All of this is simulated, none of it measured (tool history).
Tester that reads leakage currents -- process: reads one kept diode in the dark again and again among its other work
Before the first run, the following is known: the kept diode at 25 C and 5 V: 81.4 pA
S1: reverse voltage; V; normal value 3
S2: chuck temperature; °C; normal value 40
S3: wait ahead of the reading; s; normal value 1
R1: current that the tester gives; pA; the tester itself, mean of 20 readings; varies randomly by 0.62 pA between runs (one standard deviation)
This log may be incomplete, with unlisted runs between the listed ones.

run     day     S1  S2    S3      R1
  1       0      3  40     1  190.16
  2   0.746      3  40     1  190.48
  3   1.833      3  31     1   98.82
  4   2.383      3  31     1   98.55
  5    3.05      3  40     1  190.93
  6    3.75      3  40     1  189.13
  7   4.746      3  40  5.19  188.64
  8   5.596      3  40  5.19  188.14
  9   6.725      3  40  5.19  187.68
 10   7.738      3  40  5.19  186.77
 11    8.65      3  36     1  141.04
 12     9.9      3  36     1  140.77
 13  10.433      3  36     1   141.6
 14  11.125      3  36     1  140.52
 15  12.038      3  48     1  325.33
 16  13.025      3  48     1   326.2
 17  14.238   1.03  48     1  215.16
 18  15.412   2.53  48     1  305.28
 19  16.667   2.53  48     1  301.98
 20  17.908   2.53  48     1  303.26
 21  18.962   2.53  48     1  303.77
 22  20.121   2.53  28  9.87   71.15
 23  21.121   2.53  40  9.87   172.6
 24  22.375  11.67  21  6.08   78.95
 25  23.329  11.67  21  6.08   78.41
 26  24.396   4.98  21  0.51   56.94
 27  25.571   7.56  21  7.99   65.47
 28  26.608   1.69  40  0.91  147.74
 29  27.508      3  23     1   52.18
 30  28.012      3  23     1   52.29
 31  29.004      3  23     1   52.32
 32  29.912      3  23     1   52.01
 33  30.462  11.38  23   6.5   90.35
 34  30.971   5.05  41   1.2  240.87
 35  31.883   5.05  41   1.2  239.71
 36  32.792      3  40  9.95  180.41
 37    33.6      3  40  9.95  180.75
 38  34.625      3  40  9.95  181.92
 39  35.867   5.91  28  4.56   99.05
 40  36.771   5.91  31  0.69  125.73

Alternative continuations, all from the tool just after run 40; predict every row:
  A  37.796   1.26  27  0.34   ?
  B  37.796   7.74  31  3.78   ?
  C  37.796  13.41  23  0.35   ?
  D  37.796   5.91  25  0.69   ?

run      R1
  A   50.15
  B  137.68
  C  105.39
  D   80.94
Take away the tool's hidden state, keep each run's random variation, and the runs would have read:
run      R1
  A   57.23
  B  153.07
  C   110.2
  D   89.05

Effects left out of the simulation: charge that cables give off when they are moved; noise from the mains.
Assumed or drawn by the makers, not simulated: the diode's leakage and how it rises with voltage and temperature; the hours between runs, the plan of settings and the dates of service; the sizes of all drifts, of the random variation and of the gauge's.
